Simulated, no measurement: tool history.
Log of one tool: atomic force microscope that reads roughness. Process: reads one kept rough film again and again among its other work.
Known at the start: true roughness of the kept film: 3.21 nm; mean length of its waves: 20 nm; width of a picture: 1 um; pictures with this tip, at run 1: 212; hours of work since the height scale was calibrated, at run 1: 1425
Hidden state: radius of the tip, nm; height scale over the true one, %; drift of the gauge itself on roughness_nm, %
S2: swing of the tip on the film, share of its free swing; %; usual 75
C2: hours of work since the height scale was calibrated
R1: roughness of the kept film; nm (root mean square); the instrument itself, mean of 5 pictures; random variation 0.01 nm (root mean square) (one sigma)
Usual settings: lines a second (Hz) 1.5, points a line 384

{"run": 1, "hour": 0.0, "lines a second (Hz)": 1.5, "S2": 75, "points a line": 384, "pictures with this tip": 212, "C2": 1425, "R1": 2.357}
{"run": 2, "hour": 38.3, "lines a second (Hz)": 1.5, "S2": 75, "points a line": 384, "pictures with this tip": 283, "C2": 1451, "R1": 2.336}
{"run": 3, "hour": 84.9, "lines a second (Hz)": 1.18, "S2": 75, "points a line": 384, "pictures with this tip": 368, "C2": 1484, "R1": 2.394}
{"hour": 88.9, "done": "new tip fitted"}
{"run": 4, "hour": 114.6, "lines a second (Hz)": 1.18, "S2": 75, "points a line": 384, "pictures with this tip": 47, "C2": 1504, "R1": 2.405}
{"run": 5, "hour": 139.0, "lines a second (Hz)": 1.18, "S2": 75, "points a line": 384, "pictures with this tip": 92, "C2": 1521, "R1": 2.406}
{"run": 6, "hour": 182.5, "lines a second (Hz)": 1.18, "S2": 75, "points a line": 384, "pictures with this tip": 172, "C2": 1551, "R1": 2.391}
{"run": 7, "hour": 230.3, "lines a second (Hz)": 1.5, "S2": 59, "points a line": 384, "pictures with this tip": 260, "C2": 1584, "R1": 2.476}
{"run": 8, "hour": 268.2, "lines a second (Hz)": 1.5, "S2": 59, "points a line": 384, "pictures with this tip": 330, "C2": 1611, "R1": 2.488}
{"hour": 295.2, "done": "new tip fitted"}
{"run": 9, "hour": 307.9, "lines a second (Hz)": 1.5, "S2": 59, "points a line": 821, "pictures with this tip": 24, "C2": 1638, "R1": 2.522}
{"run": 10, "hour": 338.6, "lines a second (Hz)": 1.18, "S2": 75, "points a line": 384, "pictures with this tip": 80, "C2": 1659, "R1": 2.38}
{"run": 11, "hour": 376.7, "lines a second (Hz)": 1.18, "S2": 75, "points a line": 302, "pictures with this tip": 150, "C2": 1685, "R1": 2.391}
{"run": 12, "hour": 406.6, "lines a second (Hz)": 1.18, "S2": 68, "points a line": 302, "pictures with this tip": 205, "C2": 1706, "R1": 2.421}
{"run": 13, "hour": 431.2, "lines a second (Hz)": 1.5, "S2": 75, "points a line": 522, "pictures with this tip": 250, "C2": 1723, "R1": 2.357}
{"run": 14, "hour": 466.1, "lines a second (Hz)": 1.5, "S2": 75, "points a line": 522, "pictures with this tip": 315, "C2": 1747, "R1": 2.371}
{"hour": 502.9, "done": "new tip fitted"}
{"run": 15, "hour": 516.9, "lines a second (Hz)": 1.5, "S2": 75, "points a line": 522, "pictures with this tip": 26, "C2": 1782, "R1": 2.395}
{"run": 16, "hour": 539.6, "lines a second (Hz)": 1.5, "S2": 75, "points a line": 458, "pictures with this tip": 68, "C2": 1798, "R1": 2.346}
{"run": 17, "hour": 577.9, "lines a second (Hz)": 2.82, "S2": 72, "points a line": 800, "pictures with this tip": 138, "C2": 1825, "R1": 2.257}
{"run": 18, "hour": 621.4, "lines a second (Hz)": 1.73, "S2": 72, "points a line": 259, "pictures with this tip": 218, "C2": 1855, "R1": 2.309}
{"run": 19, "hour": 669.7, "lines a second (Hz)": 1.73, "S2": 72, "points a line": 536, "pictures with this tip": 307, "C2": 1888, "R1": 2.352}
{"hour": 708.4, "done": "new tip fitted"}
{"run": 20, "hour": 717.4, "lines a second (Hz)": 1.73, "S2": 72, "points a line": 536, "pictures with this tip": 17, "C2": 1921, "R1": 2.376}
{"run": 21, "hour": 763.9, "lines a second (Hz)": 2.63, "S2": 72, "points a line": 717, "pictures with this tip": 103, "C2": 1953, "R1": 2.268}
{"run": 22, "hour": 809.0, "lines a second (Hz)": 0.74, "S2": 75, "points a line": 259, "pictures with this tip": 186, "C2": 1985, "R1": 2.409}
{"run": 23, "hour": 844.8, "lines a second (Hz)": 0.74, "S2": 75, "points a line": 259, "pictures with this tip": 251, "C2": 2009, "R1": 2.414}
{"run": 24, "hour": 881.3, "lines a second (Hz)": 1.93, "S2": 68, "points a line": 384, "pictures with this tip": 318, "C2": 2035, "R1": 2.383}
{"hour": 912.5, "done": "new tip fitted"}
{"run": 25, "hour": 914.6, "lines a second (Hz)": 1.5, "S2": 82, "points a line": 449, "pictures with this tip": 4, "C2": 2057, "R1": 2.286}
{"hour": 946.5, "done": "height scale calibrated on a step standard"}
{"run": 26, "hour": 968.0, "lines a second (Hz)": 1.5, "S2": 82, "points a line": 449, "pictures with this tip": 100, "C2": 15, "R1": 2.272}
{"run": 27, "hour": 1012.1, "lines a second (Hz)": 1.5, "S2": 82, "points a line": 449, "pictures with this tip": 181, "C2": 45, "R1": 2.273}
{"run": 28, "hour": 1046.6, "lines a second (Hz)": 1.5, "S2": 82, "points a line": 449, "pictures with this tip": 245, "C2": 69, "R1": 2.277}
{"run": 29, "hour": 1098.9, "lines a second (Hz)": 3.65, "S2": 90, "points a line": 976, "pictures with this tip": 341, "C2": 106, "R1": 1.736}
{"hour": 1117.2, "done": "new tip fitted"}
{"run": 30, "hour": 1153.5, "lines a second (Hz)": 3.65, "S2": 90, "points a line": 976, "pictures with this tip": 66, "C2": 143, "R1": 1.742}

Forecast each of these 5 alternatives for the next run:
{"run": "A", "hour": 1196.5, "lines a second (Hz)": 0.84, "S2": 56, "points a line": 791, "pictures with this tip": 145, "C2": 173, "R1": "?"}
{"run": "B", "hour": 1196.5, "lines a second (Hz)": 1.5, "S2": 56, "points a line": 904, "pictures with this tip": 145, "C2": 173, "R1": "?"}
{"run": "C", "hour": 1196.5, "lines a second (Hz)": 0.55, "S2": 75, "points a line": 999, "pictures with this tip": 145, "C2": 173, "R1": "?"}
{"run": "D", "hour": 1196.5, "lines a second (Hz)": 0.66, "S2": 75, "points a line": 384, "pictures with this tip": 145, "C2": 173, "R1": "?"}
{"run": "E", "hour": 1196.5, "lines a second (Hz)": 2.1, "S2": 84, "points a line": 267, "pictures with this tip": 145, "C2": 173, "R1": "?"}

run=A R1=2.568
run=B R1=2.551
run=C R1=2.522
run=D R1=2.464
run=E R1=2.091
Without the tool's hidden state the same runs would have given:
run=A R1=2.572
run=B R1=2.555
run=C R1=2.526
run=D R1=2.468
run=E R1=2.095
